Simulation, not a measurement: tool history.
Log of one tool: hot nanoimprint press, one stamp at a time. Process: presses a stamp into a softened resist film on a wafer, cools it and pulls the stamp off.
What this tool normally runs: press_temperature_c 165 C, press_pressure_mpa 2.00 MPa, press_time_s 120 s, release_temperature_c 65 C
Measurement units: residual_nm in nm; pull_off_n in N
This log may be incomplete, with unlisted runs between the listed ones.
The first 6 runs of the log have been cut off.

run     day  press_temperature_c  press_pressure_mpa  press_time_s  release_temperature_c  hours of work since the thermocouple was calibrated  imprints on the stamp's release coat  hours of work since the press's seals were changed  residual_nm  pull_off_n
  7   5.779                  165                2.00           120                     65                                                  172                                   152                                                 329        159.1         148
  8   6.596                  165                2.00           120                     65                                                  184                                   206                                                 341        158.6         141
  9   7.267                  165                2.00           120                     65                                                  194                                   250                                                 351        159.2         153
 10   7.842                  165                2.00           120                     64                                                  202                                   287                                                 359        157.7         155
 11   8.692                  165                2.00           120                     64                                                  215                                   343                                                 372        158.2         149
 12   9.733                  174                2.00           120                     65                                                  230                                   411                                                 388        108.9         152
 13  10.500                  165                2.00           120                     73                                                  242                                   461                                                 399        157.9         133
 14  11.479                  165                2.00           120                     73                                                  257                                   525                                                 414        156.8         132
 15  12.296                  161                2.00           120                     73                                                  269                                   579                                                 426        183.8         137
 16  12.892                  169                1.33           120                     65                                                  278                                   618                                                 435        164.3         165
 17  13.333                  169                1.33           120                     65                                                  284                                   646                                                 441        163.5         170
 18  14.088                  157                1.33           120                     67                                                  295                                   696                                                 453        240.8         159
 19  14.612                  159                2.00            83                     67                                                  303                                   730                                                 460        216.0         164

Run 20 is up next; what results do you expect?
 20  15.150                  162                2.00           120                     70                                                  311                                   766                                                 468            ?           ?

residual_nm: 176.1 nm
pull_off_n: 159 N
Were there no unlogged condition in the tool, this run, its random variation unchanged, would have produced residual_nm 179.4 nm, pull_off_n 122 N.
